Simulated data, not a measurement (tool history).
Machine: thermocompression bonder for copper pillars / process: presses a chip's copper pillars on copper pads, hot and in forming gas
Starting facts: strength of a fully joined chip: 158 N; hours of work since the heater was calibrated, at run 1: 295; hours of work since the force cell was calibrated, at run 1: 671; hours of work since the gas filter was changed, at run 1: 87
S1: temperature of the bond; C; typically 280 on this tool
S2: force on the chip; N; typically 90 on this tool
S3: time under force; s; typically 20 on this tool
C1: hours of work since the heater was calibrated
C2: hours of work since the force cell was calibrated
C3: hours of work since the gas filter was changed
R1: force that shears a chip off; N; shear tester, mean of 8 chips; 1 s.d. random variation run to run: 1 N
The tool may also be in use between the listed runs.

Run 1, hour 0.0: usual settings; C1 295; C2 671; C3 87. Result: R1 88.5 N.
Run 2, hour 45.1: usual settings; C1 324; C2 700; C3 116. Result: R1 86.5 N.
Run 3, hour 75.6: usual settings but S1 277 C; C1 344; C2 720; C3 136. Result: R1 84.6 N.
Run 4, hour 118.5: usual settings but S1 277 C; C1 372; C2 748; C3 164. Result: R1 81.6 N.
At hour 133.5: forming gas filter changed.
Run 5, hour 173.6: usual settings but S1 277 C; C1 408; C2 784; C3 26. Result: R1 88.1 N.
Run 6, hour 206.1: usual settings but S3 30 s; C1 429; C2 805; C3 47. Result: R1 100.0 N.
Run 7, hour 239.4: usual settings; C1 451; C2 827; C3 69. Result: R1 89.7 N.
Run 8, hour 293.2: usual settings but S1 283 C; C1 486; C2 862; C3 104. Result: R1 90.0 N.
Run 9, hour 340.6: usual settings; C1 517; C2 893; C3 135. Result: R1 84.3 N.
Run 10, hour 387.2: usual settings but S3 16 s; C1 547; C2 923; C3 166. Result: R1 77.3 N.
At hour 401.6: forming gas filter changed.
Run 11, hour 417.8: usual settings but S3 16 s; C1 567; C2 943; C3 11. Result: R1 87.5 N.
Run 12, hour 472.2: usual settings; C1 602; C2 979; C3 46. Result: R1 88.8 N.
Run 13, hour 499.9: usual settings but S3 19 s; C1 621; C2 997; C3 64. Result: R1 88.4 N.
Run 14, hour 558.5: usual settings but S3 19 s; C1 659; C2 1035; C3 102. Result: R1 85.1 N.
Run 15, hour 594.0: usual settings but S3 19 s; C1 682; C2 1058; C3 126. Result: R1 85.7 N.
Run 16, hour 640.0: usual settings but S1 275 C; C1 712; C2 1088; C3 156. Result: R1 81.3 N.
At hour 670.2: forming gas filter changed.
Run 17, hour 680.1: usual settings but S3 11 s; C1 738; C2 1114; C3 7. Result: R1 75.6 N.
Run 18, hour 706.4: usual settings but S3 11 s; C1 755; C2 1131; C3 24. Result: R1 74.2 N.
At hour 713.4: heater calibrated with a thermocouple chip.
At hour 714.9: force cell calibrated.
Run 19, hour 762.8: usual settings but S1 270 C, S3 11 s; C1 31; C2 31; C3 58. Result: R1 74.6 N.
Run 20, hour 814.9: usual settings but S1 270 C, S3 11 s; C1 65; C2 65; C3 92. Result: R1 73.7 N.
Run 21, hour 846.7: usual settings but S1 293 C, S2 120 N, S3 33 s; C1 86; C2 86; C3 113. Result: R1 133.6 N.
Run 22, hour 885.3: usual settings but S1 293 C, S2 120 N, S3 33 s; C1 111; C2 111; C3 138. Result: R1 130.2 N.
Run 23, hour 921.3: usual settings but S1 293 C, S2 120 N, S3 14 s; C1 135; C2 135; C3 162. Result: R1 111.2 N.
At hour 943.3: forming gas filter changed.
Run 24, hour 981.5: usual settings but S1 287 C, S2 102 N, S3 24 s; C1 174; C2 174; C3 25. Result: R1 117.6 N.
At hour 1000.5: force cell calibrated, once more.
Run 25, hour 1038.5: usual settings but S2 69 N, S3 15 s; C1 210; C2 25; C3 61. Result: R1 64.2 N.
Run 26, hour 1078.1: usual settings but S1 297 C; C1 236; C2 51; C3 87. Result: R1 98.6 N.
Run 27, hour 1138.3: usual settings but S1 284 C, S2 66 N; C1 275; C2 90; C3 126. Result: R1 68.1 N.
Run 28, hour 1182.8: usual settings but S1 253 C, S2 57 N, S3 50 s; C1 304; C2 119; C3 155. Result: R1 58.6 N.
At hour 1213.3: forming gas filter changed.
Run 29, hour 1232.9: usual settings but S1 253 C, S2 57 N, S3 50 s; C1 337; C2 151; C3 13. Result: R1 65.2 N.
Run 30, hour 1289.4: usual settings but S1 262 C, S2 116 N, S3 38 s; C1 374; C2 188; C3 50. Result: R1 109.4 N.
Run 31, hour 1347.5: usual settings but S1 287 C; C1 412; C2 226; C3 88. Result: R1 91.0 N.
Run 32, hour 1373.6: usual settings but S1 264 C, S2 72 N, S3 12 s; C1 429; C2 243; C3 105. Result: R1 48.6 N.
Run 33, hour 1414.8: usual settings but S1 252 C, S2 74 N, S3 21 s; C1 456; C2 270; C3 132. Result: R1 52.9 N.
Run 34, hour 1461.7: usual settings but S1 252 C, S2 74 N, S3 21 s; C1 486; C2 301; C3 162. Result: R1 53.0 N.
At hour 1481.4: forming gas filter changed.
Run 35, hour 1513.5: usual settings but S1 282 C, S2 65 N, S3 39 s; C1 520; C2 334; C3 21. Result: R1 87.4 N.
Run 36, hour 1568.7: usual settings but S1 275 C, S2 95 N, S3 25 s; C1 556; C2 371; C3 57. Result: R1 93.1 N.
Run 37, hour 1622.1: usual settings but S1 299 C, S2 120 N, S3 32 s; C1 591; C2 405; C3 92. Result: R1 128.5 N.
Run 38, hour 1660.3: usual settings but S1 299 C, S2 120 N, S3 32 s; C1 616; C2 430; C3 117. Result: R1 127.8 N.
Run 39, hour 1693.8: usual settings but S1 302 C, S2 108 N, S3 21 s; C1 637; C2 452; C3 139. Result: R1 113.3 N.
Run 40, hour 1719.2: usual settings but S1 284 C, S2 61 N, S3 19 s; C1 654; C2 469; C3 155. Result: R1 60.8 N.

Forecast each of these 3 alternatives for the next run:
At hour 1748.2: forming gas filter changed.
Run A, hour 1772.2: usual settings but S1 276 C, S2 80 N, S3 31 s; C1 688; C2 503; C3 16. Result: R1 ?.
At hour 1748.2: forming gas filter changed.
Run B, hour 1772.2: usual settings but S1 284 C, S2 133 N, S3 10 s; C1 688; C2 503; C3 16. Result: R1 ?.
At hour 1748.2: forming gas filter changed.
Run C, hour 1772.2: usual settings but S1 284 C, S2 61 N, S3 12 s; C1 688; C2 503; C3 16. Result: R1 ?.

run     R1
  A   90.4
  B  101.1
  C   55.4
Had the tool no hidden state, the same runs would have come out as:
run     R1
  A   93.0
  B  103.7
  C   57.2

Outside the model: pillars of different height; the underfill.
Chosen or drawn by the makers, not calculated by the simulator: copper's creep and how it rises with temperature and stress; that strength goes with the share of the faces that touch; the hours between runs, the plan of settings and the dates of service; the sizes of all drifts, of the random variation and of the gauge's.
